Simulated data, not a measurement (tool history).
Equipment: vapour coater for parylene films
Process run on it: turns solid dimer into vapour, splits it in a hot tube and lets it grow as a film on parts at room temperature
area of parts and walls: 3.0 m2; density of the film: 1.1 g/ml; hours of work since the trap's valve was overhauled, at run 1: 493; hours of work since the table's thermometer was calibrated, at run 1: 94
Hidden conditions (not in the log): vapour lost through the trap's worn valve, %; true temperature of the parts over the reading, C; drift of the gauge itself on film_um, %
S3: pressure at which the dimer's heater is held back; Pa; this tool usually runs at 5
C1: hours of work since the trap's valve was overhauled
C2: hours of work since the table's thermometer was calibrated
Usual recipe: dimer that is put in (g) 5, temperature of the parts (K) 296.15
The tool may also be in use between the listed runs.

{"run": 1, "hour": 0.0, "dimer that is put in (g)": 5, "temperature of the parts (K)": 296.15, "S3": 5, "C1": 493, "C2": 94, "thickness of the film (um)": 0.707}
{"run": 2, "hour": 52.4, "dimer that is put in (g)": 5, "temperature of the parts (K)": 296.15, "S3": 5, "C1": 525, "C2": 126, "thickness of the film (um)": 0.707}
{"hour": 66.5, "done": "trap's valve overhauled"}
{"run": 3, "hour": 103.4, "dimer that is put in (g)": 5, "temperature of the parts (K)": 296.15, "S3": 5, "C1": 22, "C2": 154, "thickness of the film (um)": 0.707}
{"run": 4, "hour": 140.0, "dimer that is put in (g)": 5, "temperature of the parts (K)": 296.15, "S3": 5, "C1": 45, "C2": 176, "thickness of the film (um)": 0.71}
{"run": 5, "hour": 200.2, "dimer that is put in (g)": 5, "temperature of the parts (K)": 296.15, "S3": 5, "C1": 81, "C2": 213, "thickness of the film (um)": 0.706}
{"run": 6, "hour": 247.8, "dimer that is put in (g)": 5, "temperature of the parts (K)": 296.15, "S3": 5, "C1": 110, "C2": 242, "thickness of the film (um)": 0.713}
{"run": 7, "hour": 305.3, "dimer that is put in (g)": 5, "temperature of the parts (K)": 296.15, "S3": 4.98, "C1": 145, "C2": 277, "thickness of the film (um)": 0.712}
{"run": 8, "hour": 357.8, "dimer that is put in (g)": 5, "temperature of the parts (K)": 296.15, "S3": 4.98, "C1": 177, "C2": 309, "thickness of the film (um)": 0.713}
{"run": 9, "hour": 417.8, "dimer that is put in (g)": 3, "temperature of the parts (K)": 289.15, "S3": 3.59, "C1": 213, "C2": 345, "thickness of the film (um)": 0.621}
{"run": 10, "hour": 471.6, "dimer that is put in (g)": 3, "temperature of the parts (K)": 289.15, "S3": 3.59, "C1": 246, "C2": 378, "thickness of the film (um)": 0.615}
{"run": 11, "hour": 519.1, "dimer that is put in (g)": 3, "temperature of the parts (K)": 302.15, "S3": 2.27, "C1": 275, "C2": 407, "thickness of the film (um)": 0.369}
{"run": 12, "hour": 569.2, "dimer that is put in (g)": 3, "temperature of the parts (K)": 296.15, "S3": 7.38, "C1": 305, "C2": 437, "thickness of the film (um)": 0.398}
{"run": 13, "hour": 619.9, "dimer that is put in (g)": 3, "temperature of the parts (K)": 307.15, "S3": 7.38, "C1": 336, "C2": 468, "thickness of the film (um)": 0.247}
{"run": 14, "hour": 676.5, "dimer that is put in (g)": 2, "temperature of the parts (K)": 297.15, "S3": 2.26, "C1": 370, "C2": 502, "thickness of the film (um)": 0.316}
{"run": 15, "hour": 736.2, "dimer that is put in (g)": 2, "temperature of the parts (K)": 297.15, "S3": 2.26, "C1": 407, "C2": 538, "thickness of the film (um)": 0.31}
{"run": 16, "hour": 769.8, "dimer that is put in (g)": 5, "temperature of the parts (K)": 288.15, "S3": 3.03, "C1": 427, "C2": 559, "thickness of the film (um)": 1.119}

Take each entry between the runs: how does the hidden state at the last listed run before it differ from the hidden state at the first listed run after it?
Logged between run 2 and run 3: trap's valve overhauled (hour 66.5)
  vapour lost through the trap's worn valve, %: 0.1 -> 0; drift of the gauge itself on film_um, %: 0.08 -> 0.15
  measured result minus the result with no hidden state, thickness of the film (um): +0 -> +0.001
